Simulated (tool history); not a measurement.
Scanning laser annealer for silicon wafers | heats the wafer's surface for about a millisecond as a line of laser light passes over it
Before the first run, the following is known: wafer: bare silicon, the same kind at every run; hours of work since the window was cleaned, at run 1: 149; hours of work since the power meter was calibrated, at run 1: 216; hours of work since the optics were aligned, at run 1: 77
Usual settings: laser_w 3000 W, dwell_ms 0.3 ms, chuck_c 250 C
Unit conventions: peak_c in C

| run | hour | laser_w | dwell_ms | chuck_c | hours of work since the window was cleaned | hours of work since the power meter was calibrated | hours of work since the optics were aligned | peak_c |
|---|---|---|---|---|---|---|---|---|
| 1 | 0 | 3000 | 0.3 | 250 | 149 | 216 | 77 | 978 |
| 2 | 9.1 | 3000 | 0.3 | 236 | 155 | 223 | 84 | 957 |
| 3 | 20.8 | 3000 | 0.3 | 236 | 163 | 231 | 92 | 963 |
| 4 | 32.2 | 3000 | 0.222 | 250 | 171 | 239 | 100 | 863 |
| 5 | 38.5 | 3000 | 0.222 | 250 | 176 | 243 | 104 | 863 |
| 6 | 44.4 | 3000 | 0.222 | 223 | 180 | 247 | 109 | 836 |
| 7 | 52.2 | 3000 | 0.222 | 223 | 186 | 253 | 114 | 836 |
| 8 | 59.8 | 2886 | 0.222 | 223 | 191 | 258 | 119 | 812 |
| 9 | 70.9 | 2886 | 0.222 | 223 | 199 | 266 | 127 | 810 |
| 10 | 81.7 | 3000 | 0.3 | 229 | 206 | 274 | 135 | 949 |
| 11 | 88.9 | 3000 | 0.3 | 229 | 211 | 279 | 140 | 953 |
| 12 | 95.8 | 3000 | 0.3 | 229 | 216 | 283 | 145 | 951 |
| 13 | 103.1 | 3000 | 0.3 | 250 | 221 | 289 | 150 | 970 |
| 14 | 112.3 | 3000 | 0.3 | 250 | 228 | 295 | 156 | 970 |
| 15 | 117.9 | 3000 | 0.3 | 250 | 232 | 299 | 160 | 968 |
| 16 | 129.5 | 3000 | 0.3 | 250 | 240 | 307 | 168 | 971 |
| 17 | 139.1 | 3000 | 0.3 | 250 | 246 | 314 | 175 | 969 |
| 18 | 147.1 | 3000 | 0.3 | 250 | 252 | 319 | 181 | 969 |
| 19 | 159.7 | 3000 | 0.252 | 221 | 261 | 328 | 189 | 873 |
| 20 | 170.2 | 2625 | 0.284 | 250 | 268 | 336 | 197 | 861 |
| 21 | 181.3 | 2625 | 0.284 | 250 | 276 | 343 | 205 | 862 |
| 22 | 188.7 | 2625 | 0.284 | 288 | 281 | 349 | 210 | 896 |
| 23 | 194.3 | 3000 | 0.294 | 250 | 285 | 353 | 214 | 959 |
| 24 | 204.7 | 2824 | 0.251 | 226 | 292 | 360 | 221 | 837 |
| 25 | 216.2 | 2666 | 0.307 | 226 | 300 | 368 | 229 | 873 |
| 26 | 227.6 | 3000 | 0.37 | 250 | 308 | 376 | 237 | 1057 |

Run 27 has not been measured yet. What should we expect?
| 27 | 236.4 | 2843 | 0.217 | 222 | 315 | 382 | 243 | ? |

Run 27 yielded peak_c 790 C.
If the tool had no hidden condition, the same run with the same run-to-run variation would have returned peak_c 808 C.

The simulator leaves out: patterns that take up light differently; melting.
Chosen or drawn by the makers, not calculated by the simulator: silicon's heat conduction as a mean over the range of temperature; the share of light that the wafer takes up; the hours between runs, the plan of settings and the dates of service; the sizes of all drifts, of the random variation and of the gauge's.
